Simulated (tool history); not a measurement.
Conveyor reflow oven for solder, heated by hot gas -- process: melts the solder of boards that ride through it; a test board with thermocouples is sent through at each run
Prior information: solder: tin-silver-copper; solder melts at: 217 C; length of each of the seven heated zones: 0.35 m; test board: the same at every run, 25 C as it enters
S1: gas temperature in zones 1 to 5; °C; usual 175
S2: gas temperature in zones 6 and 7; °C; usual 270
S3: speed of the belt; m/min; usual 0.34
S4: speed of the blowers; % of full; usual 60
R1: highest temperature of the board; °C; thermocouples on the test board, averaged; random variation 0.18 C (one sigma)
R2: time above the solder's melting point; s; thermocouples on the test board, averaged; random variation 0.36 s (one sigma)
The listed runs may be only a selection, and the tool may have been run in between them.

run,hour,S1,S2,S3,S4,R1,R2
1,0,175,270,0.34,60,258.1,101
2,14,175,270,0.34,60,258.2,101.5
3,24.7,175,270,0.34,60,258.1,101.7
4,37.6,175,270,0.34,60,258.3,101.4
5,47.9,175,270,0.34,60,258.3,100.6
6,64,175,270,0.34,60,258.2,100.5
7,78.4,175,270,0.34,60,258.2,101.2
8,90.2,175,270,0.34,89,263.6,108.1
9,100,175,270,0.34,89,263.3,107.5
10,116.7,175,270,0.34,54,256.5,99.4
11,127.3,175,270,0.34,60,258,101.5
12,145.8,175,270,0.34,60,258.1,101.5
13,167.7,175,270,0.34,60,258,102
14,184.8,175,270,0.34,60,258,101.1
15,200,175,270,0.34,60,258.2,100.9
16,214.6,175,270,0.34,60,258.4,101.5
17,224.4,171,270,0.34,60,257.8,98.1
18,241.2,171,270,0.34,60,257.8,98.1
19,260,175,270,0.372,60,255.9,89.6
20,269.7,182,275,0.347,83,267.8,111.3
21,290.9,164,269,0.293,54,258.5,112.8
22,306.6,164,276,0.293,54,265,119.2
23,329,164,276,0.293,54,265,118.9
24,348.4,164,276,0.293,54,264.7,119.1
25,364.9,164,276,0.293,54,265.1,119
26,387.2,164,272,0.355,56,256,88.3
27,401.9,164,272,0.355,56,256.1,88.6
28,414.6,175,270,0.34,68,260.2,103.9
29,435.2,179,275,0.345,79,266.6,108.4
30,452,179,275,0.345,79,266.6,109.4
31,466.2,169,275,0.345,50,258.8,95
32,488.2,169,275,0.353,79,265.3,100.5

Branching from run 32: 3 alternative next runs. What would each branch give?
A,506.5,169,275,0.391,79,?,?
B,506.5,175,270,0.354,60,?,?
C,506.5,171,271,0.34,60,?,?

run,R1,R2
A,262.2,88.6
B,256.9,95.2
C,258.4,99.8
With no hidden state in the tool, these same runs would have given:
run,R1,R2
A,262.3,88.6
B,256.9,95.2
C,258.4,99.8
